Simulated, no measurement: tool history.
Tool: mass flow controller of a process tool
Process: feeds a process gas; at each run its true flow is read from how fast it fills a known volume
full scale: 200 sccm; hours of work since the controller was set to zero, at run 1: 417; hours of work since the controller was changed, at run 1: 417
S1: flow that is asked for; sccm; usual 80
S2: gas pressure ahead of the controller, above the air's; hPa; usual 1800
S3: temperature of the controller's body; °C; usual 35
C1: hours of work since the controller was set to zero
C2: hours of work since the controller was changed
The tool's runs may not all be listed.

{"run": 1, "day": 0.0, "S1": 80, "S2": 1800, "S3": 35, "C1": 417, "C2": 417, "true flow (%)": 98.04}
{"run": 2, "day": 2.638, "S1": 80, "S2": 1800, "S3": 35, "C1": 446, "C2": 446, "true flow (%)": 97.86}
{"run": 3, "day": 4.742, "S1": 80, "S2": 1800, "S3": 35, "C1": 470, "C2": 470, "true flow (%)": 98.04}
{"run": 4, "day": 7.7, "S1": 80, "S2": 1800, "S3": 24, "C1": 502, "C2": 502, "true flow (%)": 97.75}
{"run": 5, "day": 10.433, "S1": 80, "S2": 1800, "S3": 24, "C1": 532, "C2": 532, "true flow (%)": 97.57}
{"run": 6, "day": 14.533, "S1": 80, "S2": 1800, "S3": 24, "C1": 577, "C2": 577, "true flow (%)": 97.73}
{"run": 7, "day": 17.842, "S1": 153, "S2": 2020, "S3": 31, "C1": 614, "C2": 614, "true flow (%)": 98.85}
{"run": 8, "day": 21.817, "S1": 80, "S2": 2350, "S3": 22, "C1": 657, "C2": 657, "true flow (%)": 97.95}
{"run": 9, "day": 25.871, "S1": 80, "S2": 2350, "S3": 22, "C1": 702, "C2": 702, "true flow (%)": 97.9}
{"run": 10, "day": 29.571, "S1": 40, "S2": 2680, "S3": 23, "C1": 742, "C2": 742, "true flow (%)": 97.07}
{"run": 11, "day": 33.312, "S1": 170, "S2": 1800, "S3": 34, "C1": 784, "C2": 784, "true flow (%)": 99.01}

Some steps in true flow (%) between neighbouring runs. How much of each would the tool show without its hidden state too (settings, what came in, random variation), and how much is left for the hidden state, with any gauge scatter that isn't in both results?
The hidden state here: flow at rest that the sensor doesn't see, % of full scale; true flow over the shown one, %; drift of the gauge itself on true_pct, %.
Run 10 -> 11: S1 40 -> 170, S2 2680 -> 1800, S3 23 -> 34. true flow (%) +1.94: hidden state +0.66, all else +1.28.
